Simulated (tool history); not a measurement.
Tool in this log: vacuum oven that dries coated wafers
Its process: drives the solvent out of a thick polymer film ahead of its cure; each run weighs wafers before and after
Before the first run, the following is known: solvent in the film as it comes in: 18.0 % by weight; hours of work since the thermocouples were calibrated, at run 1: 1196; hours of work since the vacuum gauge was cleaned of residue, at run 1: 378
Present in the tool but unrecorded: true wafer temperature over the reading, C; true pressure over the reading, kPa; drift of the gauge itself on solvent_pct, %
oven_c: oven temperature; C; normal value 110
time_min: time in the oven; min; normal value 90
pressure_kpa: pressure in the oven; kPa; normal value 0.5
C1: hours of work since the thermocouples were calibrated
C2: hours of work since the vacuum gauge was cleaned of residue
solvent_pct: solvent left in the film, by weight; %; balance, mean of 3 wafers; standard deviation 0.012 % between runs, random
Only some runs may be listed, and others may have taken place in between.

run 1 day=0 | oven_c=110 time_min=90 pressure_kpa=0.5 | C1=1196 C2=378 | solvent_pct=2.11
run 2 day=4.683 | oven_c=110 time_min=90 pressure_kpa=0.272 | C1=1244 C2=426 | solvent_pct=2.02
run 3 day=7.188 | oven_c=110 time_min=90 pressure_kpa=0.272 | C1=1270 C2=452 | solvent_pct=2.02
run 4 day=10.479 | oven_c=110 time_min=90 pressure_kpa=0.5 | C1=1304 C2=485 | solvent_pct=2.1
run 5 day=14.392 | oven_c=110 time_min=90 pressure_kpa=0.5 | C1=1344 C2=526 | solvent_pct=2.07
run 6 day=19.004 | oven_c=110 time_min=90 pressure_kpa=0.5 | C1=1391 C2=573 | solvent_pct=2.09
run 7 day=23.229 | oven_c=110 time_min=102 pressure_kpa=0.5 | C1=1435 C2=616 | solvent_pct=1.65
run 8 day=26.588 | oven_c=110 time_min=102 pressure_kpa=0.5 | C1=1469 C2=651 | solvent_pct=1.65
-- day=28.412 oven's thermocouples calibrated
run 9 day=31.621 | oven_c=110 time_min=90 pressure_kpa=0.5 | C1=33 C2=702 | solvent_pct=2.36
run 10 day=35.558 | oven_c=110 time_min=90 pressure_kpa=0.5 | C1=73 C2=742 | solvent_pct=2.33
run 11 day=40.958 | oven_c=110 time_min=90 pressure_kpa=0.5 | C1=129 C2=797 | solvent_pct=2.32
run 12 day=46.196 | oven_c=110 time_min=90 pressure_kpa=0.5 | C1=182 C2=851 | solvent_pct=2.31
run 13 day=49.079 | oven_c=110 time_min=90 pressure_kpa=0.5 | C1=212 C2=881 | solvent_pct=2.31
run 14 day=51.458 | oven_c=110 time_min=90 pressure_kpa=0.5 | C1=236 C2=905 | solvent_pct=2.31
run 15 day=54.567 | oven_c=110 time_min=90 pressure_kpa=0.5 | C1=268 C2=937 | solvent_pct=2.31
run 16 day=59.962 | oven_c=121 time_min=88 pressure_kpa=0.693 | C1=324 C2=992 | solvent_pct=0.71
run 17 day=65.138 | oven_c=107 time_min=88 pressure_kpa=0.324 | C1=377 C2=1045 | solvent_pct=3.07

What does the tool deliver on the next run?
run 18 day=68.117 | oven_c=114 time_min=79 pressure_kpa=1.492 | C1=407 C2=1076 | solvent_pct=?

Run 18 came out at solvent_pct 2.28 %.
Were there no unlogged condition in the tool, this run, its random variation unchanged, would have produced solvent_pct 2.36 %.
